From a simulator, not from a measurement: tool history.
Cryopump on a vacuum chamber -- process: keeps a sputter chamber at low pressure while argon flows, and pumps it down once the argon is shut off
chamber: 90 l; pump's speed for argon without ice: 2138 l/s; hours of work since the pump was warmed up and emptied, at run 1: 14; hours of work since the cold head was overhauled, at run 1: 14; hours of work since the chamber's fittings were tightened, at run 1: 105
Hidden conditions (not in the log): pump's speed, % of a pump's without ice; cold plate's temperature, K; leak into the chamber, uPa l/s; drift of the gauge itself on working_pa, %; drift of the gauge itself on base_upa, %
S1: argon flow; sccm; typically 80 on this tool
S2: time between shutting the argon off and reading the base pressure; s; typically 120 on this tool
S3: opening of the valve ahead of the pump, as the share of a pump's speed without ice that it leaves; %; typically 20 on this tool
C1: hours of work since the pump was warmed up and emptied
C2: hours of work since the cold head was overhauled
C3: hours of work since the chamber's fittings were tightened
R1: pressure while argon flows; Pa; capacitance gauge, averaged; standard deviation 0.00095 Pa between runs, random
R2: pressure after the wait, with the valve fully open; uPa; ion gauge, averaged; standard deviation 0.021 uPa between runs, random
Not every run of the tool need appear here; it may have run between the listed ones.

Run 1, day 0.000: usual settings; C1 14; C2 14; C3 105. Result: R1 0.3168 Pa, R2 0.79 uPa.
Run 2, day 0.500: usual settings; C1 22; C2 22; C3 114. Result: R1 0.3189 Pa, R2 0.75 uPa.
Run 3, day 0.917: usual settings but S3 38 %; C1 29; C2 29; C3 121. Result: R1 0.1680 Pa, R2 0.79 uPa.
Run 4, day 1.204: usual settings; C1 34; C2 34; C3 126. Result: R1 0.3183 Pa, R2 0.79 uPa.
Run 5, day 1.496: usual settings; C1 39; C2 39; C3 131. Result: R1 0.3183 Pa, R2 0.75 uPa.
Run 6, day 2.108: usual settings; C1 50; C2 50; C3 141. Result: R1 0.3183 Pa, R2 0.81 uPa.
Run 7, day 2.550: usual settings; C1 57; C2 57; C3 149. Result: R1 0.3178 Pa, R2 0.87 uPa.
Run 8, day 2.933: usual settings; C1 64; C2 64; C3 156. Result: R1 0.3191 Pa, R2 0.89 uPa.
Run 9, day 3.488: usual settings; C1 74; C2 74; C3 165. Result: R1 0.3167 Pa, R2 0.86 uPa.
Run 10, day 3.958: usual settings; C1 82; C2 82; C3 173. Result: R1 0.3185 Pa, R2 0.87 uPa.
Run 11, day 4.338: usual settings; C1 88; C2 88; C3 180. Result: R1 0.3187 Pa, R2 0.95 uPa.
Run 12, day 4.796: usual settings; C1 96; C2 96; C3 188. Result: R1 0.3193 Pa, R2 0.95 uPa.
Run 13, day 5.433: usual settings; C1 107; C2 107; C3 199. Result: R1 0.3173 Pa, R2 0.93 uPa.
Run 14, day 5.962: usual settings but S1 69 sccm, S2 51 s, S3 27 %; C1 116; C2 116; C3 208. Result: R1 0.2043 Pa, R2 1.52 uPa.
Run 15, day 6.300: usual settings but S1 69 sccm, S2 51 s, S3 27 %; C1 122; C2 122; C3 213. Result: R1 0.2047 Pa, R2 1.49 uPa.
Run 16, day 6.575: usual settings but S1 144 sccm, S2 46 s, S3 49 %; C1 127; C2 127; C3 218. Result: R1 0.2367 Pa, R2 1.57 uPa.
Run 17, day 7.062: usual settings but S1 34 sccm, S2 94 s, S3 17 %; C1 135; C2 135; C3 226. Result: R1 0.1595 Pa, R2 1.13 uPa.
Run 18, day 7.583: usual settings but S1 61 sccm; C1 144; C2 144; C3 235. Result: R1 0.2428 Pa, R2 1.04 uPa.
Run 19, day 8.088: usual settings but S1 61 sccm; C1 152; C2 152; C3 244. Result: R1 0.2439 Pa, R2 1.05 uPa.
Run 20, day 8.354: usual settings but S1 61 sccm; C1 157; C2 157; C3 249. Result: R1 0.2423 Pa, R2 1.07 uPa.
Run 21, day 8.754: usual settings but S1 41 sccm, S2 175 s, S3 47 %; C1 164; C2 164; C3 255. Result: R1 0.0701 Pa, R2 0.96 uPa.
Run 22, day 9.283: usual settings but S1 106 sccm, S2 267 s, S3 37 %; C1 173; C2 173; C3 265. Result: R1 0.2316 Pa, R2 0.91 uPa.
Run 23, day 9.879: usual settings but S1 106 sccm, S2 267 s, S3 30 %; C1 183; C2 183; C3 275. Result: R1 0.2841 Pa, R2 0.92 uPa.

3 options for the next run, each taken on its own from the tool as it stands now. Forecast them:
Run A, day 10.254: usual settings but S2 81 s; C1 190; C2 190; C3 281. Result: R1 ?, R2 ?.
Run B, day 10.254: usual settings but S1 106 sccm, S2 267 s, S3 25 %; C1 190; C2 190; C3 281. Result: R1 ?, R2 ?.
Run C, day 10.254: usual settings but S1 50 sccm, S2 107 s, S3 30 %; C1 190; C2 190; C3 281. Result: R1 ?, R2 ?.

run      R1    R2
  A  0.3199  1.36
  B  0.3389  0.88
  C  0.1341  1.19
Had the tool no hidden state, the same runs would have come out as:
run      R1    R2
  A  0.3161  0.75
  B  0.3338  0.30
  C  0.1317  0.60

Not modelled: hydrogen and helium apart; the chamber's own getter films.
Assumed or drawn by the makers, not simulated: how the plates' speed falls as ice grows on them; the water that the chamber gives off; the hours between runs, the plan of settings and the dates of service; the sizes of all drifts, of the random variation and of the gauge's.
